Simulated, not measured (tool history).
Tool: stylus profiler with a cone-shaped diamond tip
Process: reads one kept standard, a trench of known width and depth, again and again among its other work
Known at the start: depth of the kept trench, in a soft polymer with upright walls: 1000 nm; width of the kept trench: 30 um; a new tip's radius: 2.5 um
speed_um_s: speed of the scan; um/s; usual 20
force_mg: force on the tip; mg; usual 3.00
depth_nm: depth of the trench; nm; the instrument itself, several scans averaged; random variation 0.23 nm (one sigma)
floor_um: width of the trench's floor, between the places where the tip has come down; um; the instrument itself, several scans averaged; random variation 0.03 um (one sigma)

run,day,speed_um_s,force_mg,depth_nm,floor_um
1,0.000,20,3.00,1010.53,25.95
2,1.771,20,3.00,1010.40,25.93
3,4.100,20,3.00,1011.00,25.94
4,5.979,16,3.00,1010.52,25.95
5,7.767,16,3.00,1011.01,25.93
6,9.054,16,3.00,1010.64,25.96
7,10.500,20,2.70,1010.47,25.96
8,12.821,20,2.70,1010.56,25.98
9,15.600,20,2.70,1009.92,25.96
10,16.879,8,2.77,1009.76,25.97
11,18.600,22,8.30,1021.26,25.97
12,21.317,22,5.20,1015.51,26.01
13,23.875,27,7.69,1020.36,25.94
14,25.967,7,2.77,1010.19,25.97
15,28.588,7,2.77,1010.37,26.01
16,30.029,66,2.77,1010.20,25.89
17,31.454,5,2.77,1010.39,26.00

3 ways to go on from here, each from the tool as it stands after run 17. What would each give?
A,33.575,16,8.14,?,?
B,33.575,6,1.10,?,?
C,33.575,8,4.25,?,?

run,depth_nm,floor_um
A,1020.90,25.96
B,1005.57,25.97
C,1013.52,26.02
Without the tool's hidden state the same runs would have given:
run,depth_nm,floor_um
A,1020.88,25.97
B,1005.55,25.97
C,1013.49,26.02

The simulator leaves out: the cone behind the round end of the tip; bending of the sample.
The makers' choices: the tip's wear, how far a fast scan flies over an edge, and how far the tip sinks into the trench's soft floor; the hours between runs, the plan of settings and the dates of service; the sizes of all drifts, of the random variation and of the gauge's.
